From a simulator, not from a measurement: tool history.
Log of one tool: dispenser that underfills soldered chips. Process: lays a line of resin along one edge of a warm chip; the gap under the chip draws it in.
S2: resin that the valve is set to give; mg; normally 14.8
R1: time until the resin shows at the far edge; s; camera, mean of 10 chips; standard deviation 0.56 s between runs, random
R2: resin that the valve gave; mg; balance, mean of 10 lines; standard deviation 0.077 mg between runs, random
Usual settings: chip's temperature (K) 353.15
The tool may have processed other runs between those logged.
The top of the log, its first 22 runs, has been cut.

run 23 hour=97.5 | chip's_temperature_(K)=360.15 S2=15.0 | R1=37.7 R2=14.80
-- hour=102.0 new syringe of resin
run 24 hour=102.2 | chip's_temperature_(K)=342.15 S2=18.8 | R1=76.4 R2=18.43
run 25 hour=107.8 | chip's_temperature_(K)=361.15 S2=17.5 | R1=36.3 R2=17.22
-- hour=112.5 new syringe of resin
run 26 hour=113.2 | chip's_temperature_(K)=347.15 S2=16.0 | R1=62.5 R2=15.68
run 27 hour=118.2 | chip's_temperature_(K)=353.15 S2=17.5 | R1=51.3 R2=17.28
-- hour=122.7 new syringe of resin
run 28 hour=123.9 | chip's_temperature_(K)=351.15 S2=14.4 | R1=52.5 R2=14.17
run 29 hour=129.5 | chip's_temperature_(K)=350.15 S2=17.1 | R1=60.7 R2=16.61
run 30 hour=132.3 | chip's_temperature_(K)=366.15 S2=13.5 | R1=32.7 R2=13.23
-- hour=133.1 new syringe of resin
run 31 hour=136.1 | chip's_temperature_(K)=366.15 S2=13.5 | R1=26.8 R2=13.20
run 32 hour=140.2 | chip's_temperature_(K)=366.15 S2=13.5 | R1=29.0 R2=13.43
-- hour=143.2 new syringe of resin
run 33 hour=143.2 | chip's_temperature_(K)=361.15 S2=13.5 | R1=32.2 R2=13.21
run 34 hour=146.7 | chip's_temperature_(K)=361.15 S2=13.5 | R1=34.2 R2=13.18
run 35 hour=150.9 | chip's_temperature_(K)=358.15 S2=19.1 | R1=41.7 R2=18.53

Forecast run 36:
-- hour=153.6 new syringe of resin
run 36 hour=155.1 | chip's_temperature_(K)=358.15 S2=19.1 | R1=? R2=?

Run 36 measured R1 35.9 s, R2 18.58 mg.
Were there no unlogged condition in the tool, this run, its random variation unchanged, would have produced R1 36.5 s, R2 19.16 mg.
